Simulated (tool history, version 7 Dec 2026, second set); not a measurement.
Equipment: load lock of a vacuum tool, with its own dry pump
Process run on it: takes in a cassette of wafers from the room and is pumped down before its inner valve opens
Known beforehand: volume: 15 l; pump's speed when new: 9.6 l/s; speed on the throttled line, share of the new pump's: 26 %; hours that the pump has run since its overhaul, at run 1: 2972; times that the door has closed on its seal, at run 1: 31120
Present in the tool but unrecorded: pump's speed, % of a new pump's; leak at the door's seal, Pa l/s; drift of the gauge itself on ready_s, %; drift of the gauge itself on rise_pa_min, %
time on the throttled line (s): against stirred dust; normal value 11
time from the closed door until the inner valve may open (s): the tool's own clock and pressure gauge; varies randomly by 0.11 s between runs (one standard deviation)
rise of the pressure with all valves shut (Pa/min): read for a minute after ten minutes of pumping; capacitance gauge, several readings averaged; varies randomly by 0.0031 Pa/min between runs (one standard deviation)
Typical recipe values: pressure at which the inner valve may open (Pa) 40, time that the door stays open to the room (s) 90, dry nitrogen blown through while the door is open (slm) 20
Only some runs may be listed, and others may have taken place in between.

run	hour	time on the throttled line (s)	pressure at which the inner valve may open (Pa)	time that the door stays open to the room (s)	dry nitrogen blown through while the door is open (slm)	hours that the pump has run since its overhaul	times that the door has closed on its seal	incoming humidity of the room's air, %	time from the closed door until the inner valve may open (s)	rise of the pressure with all valves shut (Pa/min)
1	0	11	40	90	20	2972	31120	44	20.6	0.232
2	166.5	11	40	90	20	3139	31737	43.9	20.5	0.233
3	395.2	11	53	90	20	3367	32586	47.5	20.2	0.239
4	675.4	11	53	90	20	3647	33626	43.5	20.2	0.249
5	912.9	11	53	90	20	3885	34507	48.2	20.3	0.253
6	1100.5	11	40	90	20	4073	35203	45.4	20.6	0.255
7	1283.6	11	40	90	20	4256	35883	48.9	20.7	0.255
8	1422.4	11	34	35	9	4394	36398	39.3	20.9	0.253
9	1540.6	11	34	102	9	4513	36836	43.9	20.9	0.28
10	1784.9	7	55	102	9	4757	37743	43.2	17.3	0.293
11	2020.5	18	35	88	10	4993	38617	42.8	26.1	0.287
12	2274.1	11	62	82	20	5246	39559	46.6	20.1	0.288
13	2395.5	11	62	82	20	5368	40009	42	20	0.292

Selected run-to-run steps in time from the closed door until the inner valve may open (s), each split into two signed amounts: the part the tool would show with no hidden state at all (from settings, incoming material and random variation), and the remainder, which goes to the hidden state together with any gauge scatter not common to the measured and the hidden-state-free results:
Run 5 -> 6: pressure at which the inner valve may open (Pa) 53 -> 40. time from the closed door until the inner valve may open (s) +0.3: hidden state +0.1, all else +0.2.
Run 10 -> 11: time on the throttled line (s) 7 -> 18, pressure at which the inner valve may open (Pa) 55 -> 35, time that the door stays open to the room (s) 102 -> 88, dry nitrogen blown through while the door is open (slm) 9 -> 10. time from the closed door until the inner valve may open (s) +8.8: hidden state -0.1, all else +8.9.

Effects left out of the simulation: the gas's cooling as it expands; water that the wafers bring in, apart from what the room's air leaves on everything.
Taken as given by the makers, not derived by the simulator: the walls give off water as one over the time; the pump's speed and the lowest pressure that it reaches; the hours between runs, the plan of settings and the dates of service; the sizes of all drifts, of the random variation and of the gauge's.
